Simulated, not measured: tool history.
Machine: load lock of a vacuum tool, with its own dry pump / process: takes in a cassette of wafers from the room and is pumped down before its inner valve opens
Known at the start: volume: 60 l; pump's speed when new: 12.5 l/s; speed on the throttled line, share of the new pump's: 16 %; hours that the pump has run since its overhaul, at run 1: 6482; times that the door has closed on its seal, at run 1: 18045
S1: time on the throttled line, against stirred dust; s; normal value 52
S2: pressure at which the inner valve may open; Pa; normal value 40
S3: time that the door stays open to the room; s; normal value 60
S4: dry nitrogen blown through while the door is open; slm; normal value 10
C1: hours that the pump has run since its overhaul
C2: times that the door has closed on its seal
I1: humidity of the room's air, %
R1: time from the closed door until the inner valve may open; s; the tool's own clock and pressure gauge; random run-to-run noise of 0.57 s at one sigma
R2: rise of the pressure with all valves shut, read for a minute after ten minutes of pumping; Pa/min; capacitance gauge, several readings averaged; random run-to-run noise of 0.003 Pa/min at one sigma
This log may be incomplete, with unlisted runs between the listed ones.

| run | hour | S1 | S2 | S3 | S4 | C1 | C2 | I1 | R1 | R2 |
|---|---|---|---|---|---|---|---|---|---|---|
| 1 | 0 | 52 | 40 | 60 | 10 | 6482 | 18045 | 46.3 | 81.7 | 0.05 |
| 2 | 530.3 | 52 | 40 | 60 | 43 | 7013 | 20474 | 46.3 | 81.6 | 0.025 |
|  | 740.5 | door's seal changed, seat wiped |
| 3 | 848.4 | 52 | 40 | 60 | 10 | 7329 | 494 | 44.8 | 82.6 | 0.048 |
| 4 | 1398.6 | 52 | 40 | 60 | 10 | 7879 | 3014 | 44 | 81.2 | 0.043 |
| 5 | 2001.6 | 52 | 40 | 60 | 10 | 8482 | 5776 | 41.3 | 82.2 | 0.045 |
| 6 | 2418.7 | 52 | 40 | 60 | 10 | 8900 | 7687 | 43.4 | 81.3 | 0.04 |
| 7 | 2850.8 | 52 | 40 | 60 | 10 | 9332 | 9666 | 44.8 | 81.5 | 0.049 |
| 8 | 3210.5 | 52 | 40 | 60 | 13 | 9691 | 11313 | 42.4 | 80.5 | 0.037 |
| 9 | 3673.5 | 52 | 40 | 39 | 10 | 10154 | 13434 | 39.5 | 81.7 | 0.036 |
| 10 | 4257.1 | 52 | 40 | 39 | 10 | 10738 | 16107 | 41.4 | 81.5 | 0.036 |
| 11 | 4549.8 | 52 | 40 | 39 | 10 | 11031 | 17448 | 46.7 | 81.8 | 0.044 |
| 12 | 5051 | 52 | 40 | 60 | 10 | 11532 | 19743 | 42.6 | 81.2 | 0.043 |
| 13 | 5380.5 | 52 | 40 | 60 | 10 | 11861 | 21252 | 49 | 81.8 | 0.048 |
|  | 5433.3 | door's seal changed, seat wiped |
| 14 | 5940 | 52 | 40 | 60 | 10 | 12419 | 2321 | 44.4 | 81.8 | 0.042 |
| 15 | 6435.3 | 52 | 40 | 60 | 10 | 12915 | 4590 | 42.8 | 81.6 | 0.043 |
| 16 | 6996 | 52 | 40 | 60 | 10 | 13475 | 7158 | 42.3 | 80.5 | 0.047 |
| 17 | 7445.5 | 52 | 40 | 57 | 10 | 13925 | 9217 | 47.7 | 80.7 | 0.045 |
| 18 | 7990.8 | 52 | 46 | 60 | 10 | 14470 | 11714 | 44.7 | 80.2 | 0.044 |
| 19 | 8549 | 52 | 63 | 60 | 10 | 15028 | 14271 | 45.3 | 79.7 | 0.043 |
| 20 | 8791.9 | 52 | 63 | 60 | 10 | 15271 | 15384 | 50.1 | 79.2 | 0.057 |
| 21 | 9151.8 | 56 | 40 | 101 | 10 | 15631 | 17032 | 42.7 | 85.5 | 0.058 |
| 22 | 9405.4 | 56 | 40 | 101 | 10 | 15885 | 18194 | 45.9 | 84.7 | 0.059 |
| 23 | 9947.7 | 56 | 45 | 110 | 15 | 16427 | 20678 | 47.7 | 85.1 | 0.057 |
|  | 10119.1 | door's seal changed, seat wiped |
| 24 | 10254.8 | 29 | 33 | 26 | 10 | 16733 | 621 | 44.9 | 62.6 | 0.027 |
| 25 | 10706.4 | 76 | 56 | 34 | 5 | 17184 | 2690 | 47.7 | 99.1 | 0.049 |
| 26 | 11226.1 | 52 | 37 | 75 | 27 | 17704 | 5070 | 44.5 | 81.9 | 0.029 |
| 27 | 11660.8 | 52 | 35 | 60 | 5 | 18139 | 7061 | 43.9 | 82.4 | 0.045 |
| 28 | 11949.1 | 100 | 35 | 60 | 5 | 18427 | 8382 | 45.6 | 123.3 | 0.054 |
| 29 | 12339.4 | 53 | 50 | 188 | 5 | 18817 | 10170 | 45.2 | 81.9 | 0.088 |
| 30 | 12642.5 | 53 | 58 | 188 | 19 | 19120 | 11558 | 42.5 | 80.4 | 0.059 |
|  | 12831 | dry pump taken out, an overhauled one fitted |
| 31 | 12898.3 | 53 | 58 | 188 | 19 | 67 | 12702 | 47.7 | 81.2 | 0.062 |
| 32 | 13458.7 | 53 | 58 | 188 | 19 | 628 | 15269 | 46 | 81.4 | 0.07 |
| 33 | 13800.7 | 53 | 58 | 188 | 19 | 970 | 16835 | 47.9 | 80 | 0.062 |
| 34 | 14092.5 | 53 | 42 | 64 | 19 | 1262 | 18172 | 48.1 | 81.8 | 0.038 |
| 35 | 14640.6 | 47 | 78 | 153 | 8 | 1810 | 20682 | 44.9 | 73.9 | 0.069 |
|  | 14842.5 | door's seal changed, seat wiped |
| 36 | 15023.1 | 30 | 42 | 211 | 6 | 2191 | 827 | 45.3 | 62.1 | 0.085 |
| 37 | 15608.5 | 77 | 40 | 83 | 10 | 2776 | 3508 | 45.1 | 101.7 | 0.051 |

Entry by entry between the runs, the difference in hidden state between the last listed run before and the first listed run after:
Logged between run 2 and run 3: door's seal changed, seat wiped (hour 740.5)
  leak at the door's seal, Pa l/s: 0.004 -> 0.002
Logged between run 13 and run 14: door's seal changed, seat wiped (hour 5433.3)
  leak at the door's seal, Pa l/s: 0.0041 -> 0.0021
Logged between run 23 and run 24: door's seal changed, seat wiped (hour 10119.1)
  leak at the door's seal, Pa l/s: 0.0038 -> 0.002
Logged between run 30 and run 31: dry pump taken out, an overhauled one fitted (hour 12831)
  pump's speed, % of a new pump's: 99.6 -> 100; leak at the door's seal, Pa l/s: 0.0028 -> 0.0029
Logged between run 35 and run 36: door's seal changed, seat wiped (hour 14842.5)
  leak at the door's seal, Pa l/s: 0.0039 -> 0.002

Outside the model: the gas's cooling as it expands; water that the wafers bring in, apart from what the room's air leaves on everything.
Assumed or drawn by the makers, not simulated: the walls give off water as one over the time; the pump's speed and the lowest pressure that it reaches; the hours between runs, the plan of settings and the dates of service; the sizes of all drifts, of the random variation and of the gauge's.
